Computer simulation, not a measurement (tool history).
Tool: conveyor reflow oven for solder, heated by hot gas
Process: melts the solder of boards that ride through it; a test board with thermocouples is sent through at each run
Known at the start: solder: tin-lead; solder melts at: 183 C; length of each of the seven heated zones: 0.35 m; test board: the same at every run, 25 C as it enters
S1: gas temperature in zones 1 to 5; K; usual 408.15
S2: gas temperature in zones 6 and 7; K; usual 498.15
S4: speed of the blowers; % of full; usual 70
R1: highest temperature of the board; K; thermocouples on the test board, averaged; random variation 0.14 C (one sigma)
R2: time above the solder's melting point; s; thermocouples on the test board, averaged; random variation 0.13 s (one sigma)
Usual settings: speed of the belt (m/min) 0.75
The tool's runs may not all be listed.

Run 1, hour 0: usual settings. Result: R1 483.35 K, R2 36.9 s.
Run 2, hour 44.2: usual settings. Result: R1 483.15 K, R2 37.1 s.
Run 3, hour 71.9: usual settings. Result: R1 483.25 K, R2 37 s.
Run 4, hour 114.3: usual settings. Result: R1 483.55 K, R2 36.6 s.
Run 5, hour 161.4: usual settings. Result: R1 483.25 K, R2 36.9 s.
At hour 169.9: flux residue cleaned out of gas plates and filters.
Run 6, hour 212.4: usual settings. Result: R1 483.35 K, R2 36.9 s.
Run 7, hour 259.3: usual settings. Result: R1 483.35 K, R2 36.9 s.
Run 8, hour 283.4: usual settings. Result: R1 483.35 K, R2 37.1 s.
Run 9, hour 334.3: usual settings. Result: R1 483.05 K, R2 37 s.
Run 10, hour 360.6: usual settings. Result: R1 483.25 K, R2 37 s.
Run 11, hour 402.6: usual settings. Result: R1 483.05 K, R2 37.1 s.
At hour 429.5: thermocouples of zones 6 and 7 changed.
Run 12, hour 441.9: usual settings. Result: R1 483.05 K, R2 37.1 s.
Run 13, hour 495.3: usual settings but S1 409.15 K. Result: R1 483.15 K, R2 37.3 s.
Run 14, hour 543: usual settings but S1 409.15 K. Result: R1 483.25 K, R2 37.3 s.
Run 15, hour 565.8: usual settings but S1 420.15 K, speed of the belt (m/min) 0.611. Result: R1 490.05 K, R2 55.8 s.
Run 16, hour 605.1: usual settings but speed of the belt (m/min) 0.736. Result: R1 483.65 K, R2 38.3 s.
Run 17, hour 643: usual settings but S2 503.15 K, speed of the belt (m/min) 0.736. Result: R1 488.05 K, R2 40.8 s.
Run 18, hour 670.2: usual settings but S1 403.15 K, speed of the belt (m/min) 0.736. Result: R1 482.75 K, R2 36.3 s.
At hour 696.1: flux residue cleaned out of gas plates and filters.
Run 19, hour 706.5: usual settings but S2 492.15 K, speed of the belt (m/min) 0.623, S4 88 % of full. Result: R1 485.25 K, R2 48.9 s.
Run 20, hour 730.6: usual settings but S1 415.15 K, S2 492.15 K, speed of the belt (m/min) 0.623, S4 88 % of full. Result: R1 486.05 K, R2 51.6 s.
Run 21, hour 765.8: usual settings but S2 494.15 K, S4 62 % of full. Result: R1 477.55 K, R2 32.4 s.
Run 22, hour 795.9: usual settings but S2 488.15 K, speed of the belt (m/min) 0.655. Result: R1 477.65 K, R2 39.2 s.
Run 23, hour 824.1: usual settings but S1 401.15 K, S2 492.15 K, speed of the belt (m/min) 0.847, S4 63 % of full. Result: R1 470.75 K, R2 20.6 s.
Run 24, hour 867.2: usual settings but S1 401.15 K, S2 492.15 K, speed of the belt (m/min) 0.847, S4 63 % of full. Result: R1 470.95 K, R2 20.6 s.
Run 25, hour 889.8: usual settings but S2 506.15 K, speed of the belt (m/min) 0.725. Result: R1 491.35 K, R2 43.6 s.
Run 26, hour 912.6: usual settings but S1 412.15 K, speed of the belt (m/min) 0.778. Result: R1 482.85 K, R2 36 s.
Run 27, hour 964.1: usual settings but S1 412.15 K, S2 508.15 K, S4 74 % of full. Result: R1 493.55 K, R2 44 s.

4 ways to go on from here, each from the tool as it stands after run 27. What would each give?
Run A, hour 1002.1: usual settings but speed of the belt (m/min) 0.899, S4 56 % of full. Result: R1 ?, R2 ?.
Run B, hour 1002.1: usual settings but S1 405.15 K, S2 487.15 K. Result: R1 ?, R2 ?.
Run C, hour 1002.1: usual settings but S1 396.15 K, S2 508.15 K, S4 74 % of full. Result: R1 ?, R2 ?.
Run D, hour 1002.1: usual settings but S2 503.15 K, speed of the belt (m/min) 0.64. Result: R1 ?, R2 ?.

run      R1    R2
  A  472.35  21.2
  B  473.25  28.3
  C  490.95    39
  D  492.05  50.5
Without the tool's hidden state the same runs would have given:
run      R1    R2
  A  472.35  21.2
  B  473.25  28.3
  C  491.05    39
  D  492.05  50.5
